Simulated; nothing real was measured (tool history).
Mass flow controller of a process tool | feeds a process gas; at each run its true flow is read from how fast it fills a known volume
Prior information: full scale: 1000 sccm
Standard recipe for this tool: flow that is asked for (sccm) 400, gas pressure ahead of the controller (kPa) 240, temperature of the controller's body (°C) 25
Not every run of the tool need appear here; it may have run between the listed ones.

run	day	flow that is asked for (sccm)	gas pressure ahead of the controller (kPa)	temperature of the controller's body (°C)	true flow (%)
1	0	400	240	25	99.57
2	3.896	400	240	25	99.69
3	9.65	161	240	25	100.9
4	14.8	400	256	25	99.65
# day 15.246: controller's zero set anew
5	18.629	400	240	30	99.87
6	25.096	137	240	25	102.65
7	31.704	137	240	25	102.75
8	37.921	137	240	25	102.95
9	46.308	400	240	22	100.2
10	50.962	400	196	21	99.88
11	55.962	129	278	39	102.86
# day 62.875: controller's zero set anew, once more
12	64.875	129	278	39	98.08

Branching from run 12: 5 alternative next runs. What would each branch give?
A	68.838	427	145	30	?
B	68.838	131	190	25	?
C	68.838	129	265	28	?
D	68.838	400	243	22	?
E	68.838	400	148	25	?

run	true flow (%)
A	97.4
B	97.84
C	98.51
D	98.31
E	97.7
Had the tool no hidden state, the same runs would have come out as:
run	true flow (%)
A	98.98
B	99.24
C	99.9
D	99.88
E	99.27
